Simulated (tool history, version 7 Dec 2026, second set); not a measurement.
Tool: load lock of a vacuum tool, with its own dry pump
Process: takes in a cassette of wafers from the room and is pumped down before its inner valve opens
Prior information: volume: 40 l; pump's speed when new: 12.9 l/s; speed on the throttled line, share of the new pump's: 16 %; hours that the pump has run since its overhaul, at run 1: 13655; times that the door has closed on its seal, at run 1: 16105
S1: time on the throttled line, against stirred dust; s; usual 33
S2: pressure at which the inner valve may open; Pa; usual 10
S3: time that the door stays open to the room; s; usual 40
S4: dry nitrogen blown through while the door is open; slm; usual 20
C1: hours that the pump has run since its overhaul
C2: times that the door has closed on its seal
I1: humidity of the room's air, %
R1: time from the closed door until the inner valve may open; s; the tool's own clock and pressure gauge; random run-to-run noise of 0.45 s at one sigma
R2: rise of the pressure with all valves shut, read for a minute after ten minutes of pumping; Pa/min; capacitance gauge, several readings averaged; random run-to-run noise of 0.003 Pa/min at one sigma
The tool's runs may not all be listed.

Run 1, hour 0.0: usual settings; C1 13655; C2 16105; I1 45.6. Result: R1 63.4 s, R2 0.201 Pa/min.
Run 2, hour 254.0: usual settings; C1 13909; C2 16901; I1 48.0. Result: R1 62.7 s, R2 0.209 Pa/min.
Run 3, hour 431.8: usual settings but S4 29 slm; C1 14087; C2 17458; I1 44.2. Result: R1 62.5 s, R2 0.218 Pa/min.
Run 4, hour 573.8: usual settings but S3 153 s, S4 29 slm; C1 14229; C2 17903; I1 45.4. Result: R1 62.3 s, R2 0.234 Pa/min.
Run 5, hour 861.8: usual settings; C1 14517; C2 18806; I1 45.1. Result: R1 63.6 s, R2 0.244 Pa/min.
Run 6, hour 1186.2: usual settings; C1 14841; C2 19822; I1 46.3. Result: R1 63.0 s, R2 0.256 Pa/min.
Run 7, hour 1486.9: usual settings; C1 15142; C2 20764; I1 46.0. Result: R1 63.3 s, R2 0.275 Pa/min.
Run 8, hour 1724.1: usual settings; C1 15379; C2 21507; I1 46.0. Result: R1 63.4 s, R2 0.281 Pa/min.
Run 9, hour 1899.0: usual settings; C1 15554; C2 22055; I1 48.3. Result: R1 64.3 s, R2 0.300 Pa/min.
At hour 1955.0: dry pump taken out, an overhauled one fitted.
Run 10, hour 2041.1: usual settings; C1 86; C2 22481; I1 43.1. Result: R1 56.0 s, R2 0.318 Pa/min.
Run 11, hour 2246.2: usual settings; C1 291; C2 23124; I1 47.3. Result: R1 56.0 s, R2 0.332 Pa/min.
Run 12, hour 2572.6: usual settings; C1 618; C2 24147; I1 46.7. Result: R1 56.4 s, R2 0.339 Pa/min.
At hour 2634.9: door's seal changed, seat wiped.
Run 13, hour 2777.7: usual settings but S1 54 s; C1 821; C2 447; I1 46.6. Result: R1 74.1 s, R2 0.024 Pa/min.
Run 14, hour 3094.1: usual settings but S1 54 s; C1 1138; C2 1439; I1 43.9. Result: R1 73.5 s, R2 0.028 Pa/min.
Run 15, hour 3418.2: usual settings but S1 54 s; C1 1462; C2 2454; I1 42.5. Result: R1 73.6 s, R2 0.032 Pa/min.
Run 16, hour 3749.5: usual settings but S1 37 s; C1 1793; C2 3492; I1 44.5. Result: R1 59.5 s, R2 0.034 Pa/min.
Run 17, hour 3967.7: usual settings but S1 37 s; C1 2011; C2 4176; I1 44.9. Result: R1 59.6 s, R2 0.047 Pa/min.
Run 18, hour 4129.1: usual settings but S3 84 s, S4 17 slm; C1 2173; C2 4681; I1 42.2. Result: R1 57.1 s, R2 0.057 Pa/min.
Run 19, hour 4276.8: usual settings but S1 23 s, S2 8 Pa, S3 35 s, S4 39 slm; C1 2320; C2 5144; I1 41.2. Result: R1 49.1 s, R2 0.041 Pa/min.
Run 20, hour 4449.7: usual settings but S1 23 s, S2 8 Pa, S3 43 s, S4 29 slm; C1 2493; C2 5686; I1 45.1. Result: R1 49.5 s, R2 0.051 Pa/min.
Run 21, hour 4588.6: usual settings but S4 18 slm; C1 2632; C2 6121; I1 44.9. Result: R1 57.0 s, R2 0.062 Pa/min.
Run 22, hour 4762.6: usual settings but S3 81 s, S4 10 slm; C1 2806; C2 6666; I1 42.9. Result: R1 57.0 s, R2 0.073 Pa/min.
Run 23, hour 5030.6: usual settings but S3 81 s, S4 10 slm; C1 3074; C2 7506; I1 48.1. Result: R1 57.7 s, R2 0.085 Pa/min.
Run 24, hour 5338.6: usual settings but S3 82 s, S4 10 slm; C1 3382; C2 8471; I1 45.7. Result: R1 58.0 s, R2 0.097 Pa/min.
Run 25, hour 5478.2: usual settings but S3 82 s, S4 10 slm; C1 3522; C2 8908; I1 45.8. Result: R1 57.3 s, R2 0.107 Pa/min.
Run 26, hour 5713.9: usual settings but S1 62 s, S3 95 s, S4 10 slm; C1 3757; C2 9646; I1 47.1. Result: R1 80.6 s, R2 0.114 Pa/min.
Run 27, hour 6031.8: usual settings but S1 21 s, S2 7 Pa, S3 42 s, S4 35 slm; C1 4075; C2 10642; I1 45.3. Result: R1 48.8 s, R2 0.100 Pa/min.

Each row is a separate what-if for the run after 27, all from the same tool condition, not one after another. Results?
Run A, hour 6316.5: usual settings but S1 18 s, S4 31 slm; C1 4360; C2 11534; I1 44.7. Result: R1 ?, R2 ?.
Run B, hour 6316.5: usual settings but S1 21 s, S2 15 Pa, S3 42 s, S4 35 slm; C1 4360; C2 11534; I1 40.6. Result: R1 ?, R2 ?.
Run C, hour 6316.5: usual settings but S3 194 s; C1 4360; C2 11534; I1 45.9. Result: R1 ?, R2 ?.
Run D, hour 6316.5: usual settings but S1 35 s, S3 63 s; C1 4360; C2 11534; I1 45.7. Result: R1 ?, R2 ?.
Run E, hour 6316.5: usual settings but S1 21 s, S2 11 Pa, S3 29 s, S4 5 slm; C1 4360; C2 11534; I1 44.2. Result: R1 ?, R2 ?.

run    R1     R2
  A  45.0  0.110
  B  46.1  0.112
  C  58.5  0.137
  D  59.4  0.124
  E  47.8  0.119
With no hidden state in the tool, these same runs would have given:
run    R1     R2
  A  43.4  0.020
  B  44.6  0.022
  C  57.0  0.048
  D  58.0  0.032
  E  46.2  0.030
